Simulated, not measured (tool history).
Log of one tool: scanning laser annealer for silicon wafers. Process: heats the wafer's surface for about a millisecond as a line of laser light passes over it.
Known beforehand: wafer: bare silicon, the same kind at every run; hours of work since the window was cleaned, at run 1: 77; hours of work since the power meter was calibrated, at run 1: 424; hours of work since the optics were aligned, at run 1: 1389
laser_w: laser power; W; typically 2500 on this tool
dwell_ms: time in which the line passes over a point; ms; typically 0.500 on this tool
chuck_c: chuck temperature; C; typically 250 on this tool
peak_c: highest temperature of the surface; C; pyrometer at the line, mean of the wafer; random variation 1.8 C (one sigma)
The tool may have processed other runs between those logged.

run   hour  laser_w  dwell_ms  chuck_c  hours of work since the window was cleaned  hours of work since the power meter was calibrated  hours of work since the optics were aligned  peak_c
  1    0.0     2500     0.500      250                                          77                                                 424                                         1389     942
  2   18.9     2500     0.500      250                                          89                                                 436                                         1400     938
  3   38.6     2500     0.500      250                                         101                                                 448                                         1412     938
  4   58.2     2383     0.500      250                                         113                                                 460                                         1424     900
  5   77.5     2383     0.500      250                                         125                                                 471                                         1436     898
  6   89.6     2383     0.500      250                                         132                                                 479                                         1443     898
  7  110.3     2383     0.500      250                                         145                                                 491                                         1456     892
  8  124.2     2500     0.500      250                                         153                                                 500                                         1465     934
  9  146.4     2500     0.572      250                                         167                                                 514                                         1478     979
 10  161.2     2500     0.572      250                                         176                                                 523                                         1487     980
 11  171.4     2500     0.572      250                                         182                                                 529                                         1493     978
 12  183.1     2500     0.572      250                                         189                                                 536                                         1501     976
 13  206.5     2500     0.572      250                                         204                                                 550                                         1515     978
 14  225.6     2500     0.572      250                                         215                                                 562                                         1527     977
 15  240.2     2500     0.572      250                                         224                                                 571                                         1536     973
 16  252.7     2500     0.572      250                                         232                                                 579                                         1543     973
 17  264.5     2500     0.572      250                                         239                                                 586                                         1550     974
 18  287.4     2500     0.500      250                                         253                                                 600                                         1564     931
 19  309.5     2500     0.500      250                                         266                                                 613                                         1578     929
 20  324.7     2500     0.500      250                                         276                                                 622                                         1587     927
 21  346.8     2500     0.500      250                                         289                                                 636                                         1601     928
 22  364.5     2335     0.500      250                                         300                                                 647                                         1612     872
     368.5  -- laser's power meter calibrated
 23  380.9     2335     0.500      250                                         308                                                   8                                         1620     870
 24  397.6     2443     0.485      227                                         319                                                  18                                         1630     872
 25  412.2     2443     0.485      227                                         327                                                  27                                         1639     874
 26  422.0     2377     0.450      282                                         333                                                  33                                         1645     882
 27  434.1     2426     0.500      279                                         341                                                  40                                         1652     933
     448.7  -- laser's power meter calibrated, once more
 28  460.7     2500     0.382      268                                         355                                                   7                                         1667     864
 29  482.1     2500     0.382      268                                         368                                                  20                                         1680     862
 30  501.8     2261     0.407      268                                         380                                                  32                                         1692     807
 31  524.7     2261     0.407      268                                         394                                                  46                                         1706     806
 32  548.0     2468     0.353      277                                         409                                                  61                                         1720     838
 33  570.8     2468     0.353      277                                         423                                                  75                                         1734     836
 34  586.2     2245     0.353      277                                         432                                                  84                                         1743     776
 35  599.1     2245     0.353      277                                         440                                                  92                                         1751     776
 36  622.0     2180     0.550      231                                         454                                                 106                                         1765     818
 37  637.5     2180     0.448      231                                         463                                                 115                                         1775     765
 38  653.9     2180     0.448      231                                         473                                                 125                                         1785     765
 39  671.0     2180     0.538      231                                         484                                                 136                                         1795     812
 40  683.2     2358     0.546      231                                         491                                                 143                                         1803     872
 41  699.1     2500     0.446      250                                         501                                                 153                                         1812     880

Branching from run 41: 3 alternative next runs. What would each branch give?
  A  718.3     2568     0.570      259                                         513                                                 165                                         1824       ?
  B  718.3     2521     0.407      250                                         513                                                 165                                         1824       ?
  C  718.3     2709     0.406      257                                         513                                                 165                                         1824       ?

run  peak_c
  A     988
  B     857
  C     924
Without the tool's unlogged condition, the same runs would have read:
run  peak_c
  A    1042
  B     902
  C     973
